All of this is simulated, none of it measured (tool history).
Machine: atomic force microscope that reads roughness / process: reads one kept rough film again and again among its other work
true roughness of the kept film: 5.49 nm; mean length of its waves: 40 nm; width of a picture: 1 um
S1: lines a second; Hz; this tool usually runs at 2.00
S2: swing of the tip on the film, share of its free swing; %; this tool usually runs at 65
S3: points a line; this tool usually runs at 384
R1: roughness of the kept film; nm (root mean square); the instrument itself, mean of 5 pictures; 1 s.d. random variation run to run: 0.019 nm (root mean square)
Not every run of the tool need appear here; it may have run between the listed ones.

run,hour,S1,S2,S3,R1
1,0.0,2.00,65,384,4.068
2,9.5,2.00,63,384,4.055
3,17.1,0.56,63,384,4.133
4,30.5,0.56,63,384,4.053
# hour 35.6: new tip fitted
5,42.6,0.56,63,384,4.692
6,51.1,0.56,63,384,4.679
7,60.5,0.76,65,384,4.594
8,66.2,0.76,80,384,4.473
9,76.7,0.76,80,384,4.399
10,84.8,2.00,65,384,4.359
11,95.3,2.00,65,384,4.285
12,107.9,2.00,65,384,4.220
13,121.2,2.00,65,384,4.178
14,130.1,2.00,65,977,4.124
15,139.1,2.00,65,977,4.030
16,151.1,2.00,65,796,4.052
17,163.0,2.00,65,384,3.968
18,173.6,2.00,65,384,3.904
# hour 180.0: new tip fitted
19,182.2,2.00,65,384,4.615
20,189.7,0.65,85,384,4.577
21,197.8,3.10,66,433,4.385
22,210.1,0.60,66,433,4.527
23,223.1,0.60,66,433,4.504
# hour 224.9: height scale calibrated on a step standard
24,231.4,2.80,65,433,4.241
25,239.5,0.71,65,874,4.372
26,245.3,2.00,60,937,4.328
27,258.0,2.00,60,937,4.263
28,264.0,0.74,79,985,4.212
# hour 266.0: height scale calibrated on a step standard, once more
29,272.4,3.08,79,343,3.776
30,282.4,3.86,88,469,3.351
31,292.1,1.41,65,356,4.051
32,302.3,2.00,65,899,3.982
33,310.8,2.00,61,268,3.936

4 options for the next run, each taken on its own from the tool as it stands now. Forecast them:
A,318.4,1.45,71,268,?
B,318.4,2.00,80,381,?
C,318.4,0.81,60,268,?
D,318.4,2.00,65,603,?

run,R1
A,3.869
B,3.717
C,3.969
D,3.900
Without the tool's unlogged condition, the same runs would have read:
run,R1
A,4.601
B,4.422
C,4.721
D,4.639
